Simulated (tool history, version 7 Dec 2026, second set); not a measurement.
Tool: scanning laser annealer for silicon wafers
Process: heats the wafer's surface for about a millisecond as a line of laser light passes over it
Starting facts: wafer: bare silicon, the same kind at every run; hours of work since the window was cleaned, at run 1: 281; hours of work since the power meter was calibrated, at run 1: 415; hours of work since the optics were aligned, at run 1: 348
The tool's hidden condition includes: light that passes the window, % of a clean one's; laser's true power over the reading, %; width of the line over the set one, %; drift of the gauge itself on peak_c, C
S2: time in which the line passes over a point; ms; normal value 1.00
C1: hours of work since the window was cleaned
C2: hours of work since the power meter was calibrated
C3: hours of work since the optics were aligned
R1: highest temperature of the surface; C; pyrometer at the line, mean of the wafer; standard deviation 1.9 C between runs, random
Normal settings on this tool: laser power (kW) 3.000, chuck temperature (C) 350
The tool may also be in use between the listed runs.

run 1 hour=0.0 | laser_power_(kW)=3.000 S2=1.00 chuck_temperature_(C)=350 | C1=281 C2=415 C3=348 | R1=1167
run 2 hour=74.5 | laser_power_(kW)=3.000 S2=1.00 chuck_temperature_(C)=350 | C1=332 C2=467 C3=399 | R1=1166
run 3 hour=157.1 | laser_power_(kW)=3.000 S2=0.97 chuck_temperature_(C)=350 | C1=389 C2=524 C3=456 | R1=1147
run 4 hour=239.2 | laser_power_(kW)=3.000 S2=1.00 chuck_temperature_(C)=386 | C1=446 C2=581 C3=513 | R1=1190
-- hour=298.8 window over the wafer cleaned
run 5 hour=311.0 | laser_power_(kW)=3.000 S2=1.00 chuck_temperature_(C)=350 | C1=8 C2=629 C3=561 | R1=1175
run 6 hour=390.5 | laser_power_(kW)=2.732 S2=1.00 chuck_temperature_(C)=350 | C1=63 C2=684 C3=616 | R1=1089
run 7 hour=471.4 | laser_power_(kW)=2.732 S2=1.00 chuck_temperature_(C)=350 | C1=119 C2=740 C3=672 | R1=1086
run 8 hour=539.0 | laser_power_(kW)=2.732 S2=1.00 chuck_temperature_(C)=350 | C1=166 C2=787 C3=719 | R1=1086
run 9 hour=629.5 | laser_power_(kW)=3.000 S2=1.00 chuck_temperature_(C)=350 | C1=229 C2=849 C3=781 | R1=1163
run 10 hour=733.1 | laser_power_(kW)=3.000 S2=1.00 chuck_temperature_(C)=350 | C1=300 C2=921 C3=853 | R1=1156
run 11 hour=816.3 | laser_power_(kW)=3.000 S2=1.00 chuck_temperature_(C)=350 | C1=358 C2=978 C3=911 | R1=1153
run 12 hour=860.7 | laser_power_(kW)=3.000 S2=1.00 chuck_temperature_(C)=350 | C1=388 C2=1009 C3=941 | R1=1151
run 13 hour=958.2 | laser_power_(kW)=3.000 S2=1.00 chuck_temperature_(C)=350 | C1=456 C2=1076 C3=1009 | R1=1144
-- hour=1001.4 window over the wafer cleaned
run 14 hour=1024.3 | laser_power_(kW)=3.000 S2=1.00 chuck_temperature_(C)=350 | C1=16 C2=1121 C3=1053 | R1=1172
run 15 hour=1127.6 | laser_power_(kW)=3.000 S2=1.00 chuck_temperature_(C)=350 | C1=87 C2=1192 C3=1124 | R1=1166
run 16 hour=1193.1 | laser_power_(kW)=3.000 S2=1.00 chuck_temperature_(C)=350 | C1=133 C2=1238 C3=1170 | R1=1164
run 17 hour=1237.6 | laser_power_(kW)=3.000 S2=1.00 chuck_temperature_(C)=350 | C1=163 C2=1268 C3=1200 | R1=1162
run 18 hour=1315.1 | laser_power_(kW)=2.690 S2=1.00 chuck_temperature_(C)=350 | C1=217 C2=1322 C3=1254 | R1=1065
run 19 hour=1360.1 | laser_power_(kW)=2.690 S2=1.00 chuck_temperature_(C)=350 | C1=248 C2=1353 C3=1285 | R1=1060
-- hour=1386.9 optics aligned, line set to its width
run 20 hour=1441.6 | laser_power_(kW)=2.690 S2=1.00 chuck_temperature_(C)=350 | C1=301 C2=1406 C3=38 | R1=1066
run 21 hour=1510.5 | laser_power_(kW)=3.238 S2=1.00 chuck_temperature_(C)=381 | C1=348 C2=1453 C3=85 | R1=1261
run 22 hour=1567.1 | laser_power_(kW)=3.238 S2=1.00 chuck_temperature_(C)=381 | C1=388 C2=1493 C3=125 | R1=1253
run 23 hour=1671.9 | laser_power_(kW)=2.744 S2=0.90 chuck_temperature_(C)=350 | C1=460 C2=1565 C3=197 | R1=1037
-- hour=1707.5 window over the wafer cleaned
run 24 hour=1726.5 | laser_power_(kW)=2.744 S2=1.17 chuck_temperature_(C)=382 | C1=13 C2=1601 C3=233 | R1=1187
run 25 hour=1822.5 | laser_power_(kW)=2.744 S2=1.17 chuck_temperature_(C)=379 | C1=80 C2=1668 C3=300 | R1=1179
run 26 hour=1874.5 | laser_power_(kW)=2.923 S2=1.10 chuck_temperature_(C)=343 | C1=115 C2=1704 C3=336 | R1=1175
run 27 hour=1959.8 | laser_power_(kW)=2.923 S2=1.10 chuck_temperature_(C)=343 | C1=174 C2=1763 C3=395 | R1=1169
run 28 hour=2022.9 | laser_power_(kW)=2.733 S2=0.77 chuck_temperature_(C)=323 | C1=218 C2=1806 C3=438 | R1=960
run 29 hour=2088.9 | laser_power_(kW)=3.162 S2=1.10 chuck_temperature_(C)=324 | C1=264 C2=1852 C3=484 | R1=1218
run 30 hour=2174.0 | laser_power_(kW)=2.669 S2=0.96 chuck_temperature_(C)=350 | C1=323 C2=1911 C3=543 | R1=1040
run 31 hour=2237.8 | laser_power_(kW)=3.000 S2=1.16 chuck_temperature_(C)=378 | C1=367 C2=1955 C3=587 | R1=1235
run 32 hour=2340.8 | laser_power_(kW)=2.763 S2=0.76 chuck_temperature_(C)=350 | C1=438 C2=2026 C3=658 | R1=977
run 33 hour=2387.0 | laser_power_(kW)=2.763 S2=0.76 chuck_temperature_(C)=350 | C1=470 C2=2058 C3=690 | R1=977
-- hour=2412.4 window over the wafer cleaned
run 34 hour=2436.5 | laser_power_(kW)=3.000 S2=0.87 chuck_temperature_(C)=377 | C1=17 C2=2091 C3=723 | R1=1141
run 35 hour=2523.3 | laser_power_(kW)=3.000 S2=1.24 chuck_temperature_(C)=350 | C1=77 C2=2151 C3=783 | R1=1253
run 36 hour=2593.3 | laser_power_(kW)=2.628 S2=1.21 chuck_temperature_(C)=313 | C1=125 C2=2199 C3=831 | R1=1078
run 37 hour=2654.8 | laser_power_(kW)=2.628 S2=1.21 chuck_temperature_(C)=313 | C1=168 C2=2242 C3=874 | R1=1073
run 38 hour=2743.5 | laser_power_(kW)=2.628 S2=1.21 chuck_temperature_(C)=313 | C1=229 C2=2303 C3=935 | R1=1071
run 39 hour=2821.4 | laser_power_(kW)=2.974 S2=0.95 chuck_temperature_(C)=373 | C1=283 C2=2357 C3=989 | R1=1141
run 40 hour=2879.3 | laser_power_(kW)=3.000 S2=1.00 chuck_temperature_(C)=320 | C1=323 C2=2397 C3=1029 | R1=1116

Predict each of these 4 candidate next runs independently; none follows another, all start after run 40:
run A hour=2944.5 | laser_power_(kW)=3.005 S2=0.83 chuck_temperature_(C)=348 | C1=368 C2=2442 C3=1074 | R1=?
run B hour=2944.5 | laser_power_(kW)=2.962 S2=0.96 chuck_temperature_(C)=338 | C1=368 C2=2442 C3=1074 | R1=?
run C hour=2944.5 | laser_power_(kW)=2.803 S2=0.99 chuck_temperature_(C)=377 | C1=368 C2=2442 C3=1074 | R1=?
run D hour=2944.5 | laser_power_(kW)=2.980 S2=0.84 chuck_temperature_(C)=324 | C1=368 C2=2442 C3=1074 | R1=?

run=A R1=1076
run=B R1=1099
run=C R1=1106
run=D R1=1044
The same runs, with their run-to-run variation unchanged, on a tool lacking any hidden condition would have given:
run=A R1=1119
run=B R1=1145
run=C R1=1149
run=D R1=1087
